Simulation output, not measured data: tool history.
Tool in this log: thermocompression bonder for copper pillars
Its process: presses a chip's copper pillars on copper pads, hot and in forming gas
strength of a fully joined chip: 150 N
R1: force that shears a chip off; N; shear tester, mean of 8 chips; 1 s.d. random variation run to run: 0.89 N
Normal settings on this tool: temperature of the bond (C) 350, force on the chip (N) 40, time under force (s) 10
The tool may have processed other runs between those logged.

run 1 hour=0.0 | temperature_of_the_bond_(C)=350 force_on_the_chip_(N)=40 time_under_force_(s)=10 | R1=79.4
run 2 hour=17.2 | temperature_of_the_bond_(C)=350 force_on_the_chip_(N)=40 time_under_force_(s)=10 | R1=81.0
run 3 hour=35.2 | temperature_of_the_bond_(C)=350 force_on_the_chip_(N)=25 time_under_force_(s)=10 | R1=58.9
run 4 hour=45.0 | temperature_of_the_bond_(C)=350 force_on_the_chip_(N)=40 time_under_force_(s)=20 | R1=97.3
run 5 hour=59.2 | temperature_of_the_bond_(C)=335 force_on_the_chip_(N)=40 time_under_force_(s)=20 | R1=90.4
-- hour=64.7 forming gas filter changed
run 6 hour=69.3 | temperature_of_the_bond_(C)=335 force_on_the_chip_(N)=40 time_under_force_(s)=20 | R1=95.8
run 7 hour=79.2 | temperature_of_the_bond_(C)=350 force_on_the_chip_(N)=40 time_under_force_(s)=10 | R1=84.9
run 8 hour=92.8 | temperature_of_the_bond_(C)=350 force_on_the_chip_(N)=40 time_under_force_(s)=10 | R1=85.1
run 9 hour=109.3 | temperature_of_the_bond_(C)=350 force_on_the_chip_(N)=40 time_under_force_(s)=21 | R1=103.7
run 10 hour=124.6 | temperature_of_the_bond_(C)=350 force_on_the_chip_(N)=40 time_under_force_(s)=21 | R1=101.9
run 11 hour=136.3 | temperature_of_the_bond_(C)=350 force_on_the_chip_(N)=40 time_under_force_(s)=21 | R1=106.1
run 12 hour=150.1 | temperature_of_the_bond_(C)=350 force_on_the_chip_(N)=40 time_under_force_(s)=21 | R1=104.2
run 13 hour=162.4 | temperature_of_the_bond_(C)=350 force_on_the_chip_(N)=40 time_under_force_(s)=10 | R1=82.4
run 14 hour=179.3 | temperature_of_the_bond_(C)=350 force_on_the_chip_(N)=40 time_under_force_(s)=10 | R1=82.9
run 15 hour=187.8 | temperature_of_the_bond_(C)=350 force_on_the_chip_(N)=40 time_under_force_(s)=11 | R1=84.9
run 16 hour=196.9 | temperature_of_the_bond_(C)=350 force_on_the_chip_(N)=40 time_under_force_(s)=10 | R1=83.6
run 17 hour=212.7 | temperature_of_the_bond_(C)=350 force_on_the_chip_(N)=39 time_under_force_(s)=10 | R1=82.2
run 18 hour=222.8 | temperature_of_the_bond_(C)=350 force_on_the_chip_(N)=40 time_under_force_(s)=15 | R1=91.6
run 19 hour=239.1 | temperature_of_the_bond_(C)=350 force_on_the_chip_(N)=57 time_under_force_(s)=10 | R1=100.5
run 20 hour=258.4 | temperature_of_the_bond_(C)=350 force_on_the_chip_(N)=40 time_under_force_(s)=10 | R1=80.6
run 21 hour=273.1 | temperature_of_the_bond_(C)=350 force_on_the_chip_(N)=40 time_under_force_(s)=10 | R1=83.0
run 22 hour=290.4 | temperature_of_the_bond_(C)=350 force_on_the_chip_(N)=40 time_under_force_(s)=10 | R1=82.2
run 23 hour=301.0 | temperature_of_the_bond_(C)=377 force_on_the_chip_(N)=27 time_under_force_(s)=9 | R1=72.2
run 24 hour=310.2 | temperature_of_the_bond_(C)=377 force_on_the_chip_(N)=27 time_under_force_(s)=9 | R1=72.3
run 25 hour=322.9 | temperature_of_the_bond_(C)=378 force_on_the_chip_(N)=40 time_under_force_(s)=6 | R1=82.2
run 26 hour=341.2 | temperature_of_the_bond_(C)=350 force_on_the_chip_(N)=55 time_under_force_(s)=28 | R1=122.4
run 27 hour=356.2 | temperature_of_the_bond_(C)=323 force_on_the_chip_(N)=40 time_under_force_(s)=10 | R1=67.6
-- hour=359.7 heater calibrated with a thermocouple chip
run 28 hour=367.3 | temperature_of_the_bond_(C)=373 force_on_the_chip_(N)=38 time_under_force_(s)=14 | R1=99.4
run 29 hour=376.3 | temperature_of_the_bond_(C)=322 force_on_the_chip_(N)=27 time_under_force_(s)=20 | R1=65.9
run 30 hour=388.0 | temperature_of_the_bond_(C)=322 force_on_the_chip_(N)=27 time_under_force_(s)=20 | R1=65.9
run 31 hour=398.5 | temperature_of_the_bond_(C)=368 force_on_the_chip_(N)=27 time_under_force_(s)=16 | R1=83.1
run 32 hour=414.2 | temperature_of_the_bond_(C)=364 force_on_the_chip_(N)=30 time_under_force_(s)=21 | R1=92.4
run 33 hour=428.0 | temperature_of_the_bond_(C)=364 force_on_the_chip_(N)=30 time_under_force_(s)=21 | R1=94.2
-- hour=434.8 heater calibrated with a thermocouple chip, once more
run 34 hour=446.2 | temperature_of_the_bond_(C)=343 force_on_the_chip_(N)=43 time_under_force_(s)=9 | R1=73.8
-- hour=453.6 forming gas filter changed
run 35 hour=456.8 | temperature_of_the_bond_(C)=343 force_on_the_chip_(N)=25 time_under_force_(s)=17 | R1=68.2
run 36 hour=467.5 | temperature_of_the_bond_(C)=374 force_on_the_chip_(N)=31 time_under_force_(s)=6 | R1=67.6
run 37 hour=485.8 | temperature_of_the_bond_(C)=335 force_on_the_chip_(N)=31 time_under_force_(s)=6 | R1=50.1
run 38 hour=496.0 | temperature_of_the_bond_(C)=335 force_on_the_chip_(N)=31 time_under_force_(s)=6 | R1=49.8
run 39 hour=514.4 | temperature_of_the_bond_(C)=350 force_on_the_chip_(N)=39 time_under_force_(s)=10 | R1=79.5
run 40 hour=526.6 | temperature_of_the_bond_(C)=322 force_on_the_chip_(N)=31 time_under_force_(s)=10 | R1=54.7

How would selected steps in R1 from run to run divide? Give the signed amount a tool lacking its hidden state would still show from settings, what came in and random variation, and the signed amount left for the hidden state, including any gauge scatter that is not in both of the compared results.
Hidden state present: true temperature of the bond over the reading, C; force that reaches the chip, % of what is set; oxide that the forming gas leaves, % of the face; drift of the gauge itself on shear_n, %.
Run 3 -> 4: force on the chip (N) 25 -> 40, time under force (s) 10 -> 20. R1 +38.4 N: hidden state -2.3, all else +40.7.
Run 5 -> 6: forming gas filter changed. R1 +5.4 N: hidden state +5.7, all else -0.3.
Run 25 -> 26: temperature of the bond (C) 378 -> 350, force on the chip (N) 40 -> 55, time under force (s) 6 -> 28. R1 +40.2 N: hidden state -2.3, all else +42.5.
Run 26 -> 27: temperature of the bond (C) 350 -> 323, force on the chip (N) 55 -> 40, time under force (s) 28 -> 10. R1 -54.8 N: hidden state +3.0, all else -57.8.
Run 33 -> 34: temperature of the bond (C) 364 -> 343, force on the chip (N) 30 -> 43, time under force (s) 21 -> 9, heater calibrated with a thermocouple chip, once more. R1 -20.4 N: hidden state -3.1, all else -17.3.
Run 34 -> 35: force on the chip (N) 43 -> 25, time under force (s) 9 -> 17, forming gas filter changed. R1 -5.6 N: hidden state +4.9, all else -10.5.
